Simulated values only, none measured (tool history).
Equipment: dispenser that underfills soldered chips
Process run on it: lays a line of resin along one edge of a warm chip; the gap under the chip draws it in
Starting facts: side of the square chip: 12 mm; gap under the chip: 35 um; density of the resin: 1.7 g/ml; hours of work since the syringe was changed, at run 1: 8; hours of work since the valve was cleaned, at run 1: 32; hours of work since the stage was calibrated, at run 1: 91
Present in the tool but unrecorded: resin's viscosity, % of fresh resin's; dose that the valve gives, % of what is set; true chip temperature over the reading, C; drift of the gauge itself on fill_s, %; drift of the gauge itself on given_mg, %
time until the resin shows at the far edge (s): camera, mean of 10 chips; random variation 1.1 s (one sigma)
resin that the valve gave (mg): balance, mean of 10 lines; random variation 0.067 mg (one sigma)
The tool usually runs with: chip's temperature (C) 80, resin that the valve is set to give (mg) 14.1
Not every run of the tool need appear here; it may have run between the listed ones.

| run | day | chip's temperature (C) | resin that the valve is set to give (mg) | hours of work since the syringe was changed | hours of work since the valve was cleaned | hours of work since the stage was calibrated | time until the resin shows at the far edge (s) | resin that the valve gave (mg) |
|---|---|---|---|---|---|---|---|---|
| 1 | 0.000 | 80 | 14.1 | 8 | 32 | 91 | 146.2 | 13.68 |
|  | 0.025 | new syringe of resin |
| 2 | 0.196 | 80 | 14.1 | 3 | 35 | 94 | 116.7 | 13.69 |
| 3 | 0.288 | 80 | 14.1 | 5 | 37 | 96 | 128.7 | 13.60 |
|  | 0.504 | new syringe of resin |
| 4 | 0.504 | 80 | 14.1 | 0 | 41 | 100 | 103.4 | 13.63 |
| 5 | 0.700 | 80 | 14.1 | 4 | 45 | 103 | 121.7 | 13.51 |
| 6 | 0.846 | 82 | 14.1 | 6 | 47 | 106 | 127.2 | 13.58 |
|  | 0.983 | new syringe of resin |
| 7 | 1.075 | 80 | 14.1 | 2 | 51 | 110 | 111.8 | 13.60 |
| 8 | 1.171 | 86 | 14.1 | 3 | 53 | 112 | 100.3 | 13.56 |
| 9 | 1.312 | 86 | 13.2 | 6 | 56 | 115 | 114.0 | 12.62 |
|  | 1.458 | new syringe of resin |
| 10 | 1.483 | 74 | 13.8 | 0 | 59 | 118 | 130.2 | 13.13 |
| 11 | 1.604 | 94 | 16.6 | 3 | 61 | 120 | 76.9 | 15.75 |
| 12 | 1.767 | 94 | 16.6 | 6 | 64 | 123 | 85.3 | 15.87 |
|  | 1.938 | new syringe of resin |
| 13 | 1.958 | 94 | 16.6 | 0 | 67 | 126 | 68.5 | 15.73 |
| 14 | 2.058 | 86 | 13.8 | 2 | 69 | 128 | 96.9 | 13.02 |
| 15 | 2.254 | 93 | 13.7 | 6 | 73 | 132 | 93.0 | 12.94 |

Forecast each of these 4 alternatives for the next run:
|  | 2.417 | new syringe of resin |
| A | 2.433 | 73 | 17.1 | 0 | 76 | 135 | ? | ? |
|  | 2.417 | new syringe of resin |
| B | 2.433 | 84 | 12.0 | 0 | 76 | 135 | ? | ? |
|  | 2.417 | new syringe of resin |
| C | 2.433 | 88 | 17.2 | 0 | 76 | 135 | ? | ? |
|  | 2.417 | new syringe of resin |
| D | 2.433 | 94 | 14.1 | 0 | 76 | 135 | ? | ? |

| run | time until the resin shows at the far edge (s) | resin that the valve gave (mg) |
|---|---|---|
| A | 131.9 | 16.13 |
| B | 96.0 | 11.21 |
| C | 80.1 | 16.31 |
| D | 69.8 | 13.30 |
Take away the tool's hidden state, keep each run's random variation, and the runs would have read:
| run | time until the resin shows at the far edge (s) | resin that the valve gave (mg) |
|---|---|---|
| A | 132.3 | 17.15 |
| B | 94.9 | 11.93 |
| C | 80.2 | 17.34 |
| D | 69.5 | 14.14 |
